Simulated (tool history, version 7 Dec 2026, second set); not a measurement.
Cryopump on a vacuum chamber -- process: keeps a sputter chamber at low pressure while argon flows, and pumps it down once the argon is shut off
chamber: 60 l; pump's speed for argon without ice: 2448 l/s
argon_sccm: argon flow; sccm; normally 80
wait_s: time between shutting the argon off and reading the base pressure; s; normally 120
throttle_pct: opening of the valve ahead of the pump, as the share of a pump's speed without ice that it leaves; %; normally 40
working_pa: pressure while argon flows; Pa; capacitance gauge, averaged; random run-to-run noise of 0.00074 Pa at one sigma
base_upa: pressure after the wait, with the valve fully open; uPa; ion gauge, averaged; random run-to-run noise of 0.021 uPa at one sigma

{"run": 1, "hour": 0.0, "argon_sccm": 80, "wait_s": 120, "throttle_pct": 40, "working_pa": 0.1415, "base_upa": 1.03}
{"run": 2, "hour": 112.2, "argon_sccm": 80, "wait_s": 120, "throttle_pct": 40, "working_pa": 0.1422, "base_upa": 1.11}
{"run": 3, "hour": 162.7, "argon_sccm": 80, "wait_s": 120, "throttle_pct": 40, "working_pa": 0.1408, "base_upa": 1.14}
{"run": 4, "hour": 228.7, "argon_sccm": 80, "wait_s": 120, "throttle_pct": 40, "working_pa": 0.1425, "base_upa": 1.16}
{"run": 5, "hour": 313.2, "argon_sccm": 80, "wait_s": 120, "throttle_pct": 40, "working_pa": 0.1437, "base_upa": 1.22}
{"run": 6, "hour": 407.8, "argon_sccm": 80, "wait_s": 120, "throttle_pct": 34, "working_pa": 0.1684, "base_upa": 1.27}
{"run": 7, "hour": 515.8, "argon_sccm": 80, "wait_s": 120, "throttle_pct": 34, "working_pa": 0.1685, "base_upa": 1.3}
{"run": 8, "hour": 636.5, "argon_sccm": 80, "wait_s": 120, "throttle_pct": 40, "working_pa": 0.1474, "base_upa": 1.4}
{"run": 9, "hour": 718.2, "argon_sccm": 80, "wait_s": 120, "throttle_pct": 40, "working_pa": 0.1468, "base_upa": 1.44}
{"run": 10, "hour": 771.0, "argon_sccm": 80, "wait_s": 76, "throttle_pct": 40, "working_pa": 0.1472, "base_upa": 1.71}
{"run": 11, "hour": 835.3, "argon_sccm": 92, "wait_s": 76, "throttle_pct": 40, "working_pa": 0.1719, "base_upa": 1.71}
{"run": 12, "hour": 886.0, "argon_sccm": 92, "wait_s": 76, "throttle_pct": 40, "working_pa": 0.1721, "base_upa": 1.77}
{"run": 13, "hour": 958.0, "argon_sccm": 92, "wait_s": 76, "throttle_pct": 40, "working_pa": 0.1742, "base_upa": 1.86}
{"run": 14, "hour": 1056.6, "argon_sccm": 124, "wait_s": 180, "throttle_pct": 28, "working_pa": 0.3262, "base_upa": 1.63}
{"run": 15, "hour": 1129.8, "argon_sccm": 82, "wait_s": 208, "throttle_pct": 40, "working_pa": 0.1546, "base_upa": 1.61}
{"run": 16, "hour": 1217.9, "argon_sccm": 82, "wait_s": 113, "throttle_pct": 46, "working_pa": 0.1384, "base_upa": 1.88}
{"hour": 1255.5, "done": "pump warmed up, emptied and cooled again"}
{"run": 17, "hour": 1343.5, "argon_sccm": 82, "wait_s": 43, "throttle_pct": 29, "working_pa": 0.1967, "base_upa": 2.21}
{"hour": 1407.0, "done": "leaking fittings of the chamber tightened, without venting"}
{"run": 18, "hour": 1408.1, "argon_sccm": 80, "wait_s": 54, "throttle_pct": 56, "working_pa": 0.1014, "base_upa": 0.82}
{"run": 19, "hour": 1517.4, "argon_sccm": 42, "wait_s": 54, "throttle_pct": 31, "working_pa": 0.0957, "base_upa": 0.9}

Branching from run 19: 5 alternative next runs. What would each branch give?
{"run": "A", "hour": 1590.3, "argon_sccm": 73, "wait_s": 79, "throttle_pct": 42, "working_pa": "?", "base_upa": "?"}
{"run": "B", "hour": 1590.3, "argon_sccm": 42, "wait_s": 251, "throttle_pct": 33, "working_pa": "?", "base_upa": "?"}
{"run": "C", "hour": 1590.3, "argon_sccm": 42, "wait_s": 26, "throttle_pct": 31, "working_pa": "?", "base_upa": "?"}
{"run": "D", "hour": 1590.3, "argon_sccm": 66, "wait_s": 120, "throttle_pct": 40, "working_pa": "?", "base_upa": "?"}
{"run": "E", "hour": 1590.3, "argon_sccm": 42, "wait_s": 132, "throttle_pct": 31, "working_pa": "?", "base_upa": "?"}

run=A working_pa=0.1252 base_upa=0.70
run=B working_pa=0.0899 base_upa=0.37
run=C working_pa=0.0967 base_upa=1.68
run=D working_pa=0.1177 base_upa=0.57
run=E working_pa=0.0961 base_upa=0.50
With the hidden condition removed and each run's random variation left untouched, the same runs would have given:
run=A working_pa=0.1208 base_upa=0.60
run=B working_pa=0.0874 base_upa=0.28
run=C working_pa=0.0942 base_upa=1.58
run=D working_pa=0.1137 base_upa=0.47
run=E working_pa=0.0936 base_upa=0.40

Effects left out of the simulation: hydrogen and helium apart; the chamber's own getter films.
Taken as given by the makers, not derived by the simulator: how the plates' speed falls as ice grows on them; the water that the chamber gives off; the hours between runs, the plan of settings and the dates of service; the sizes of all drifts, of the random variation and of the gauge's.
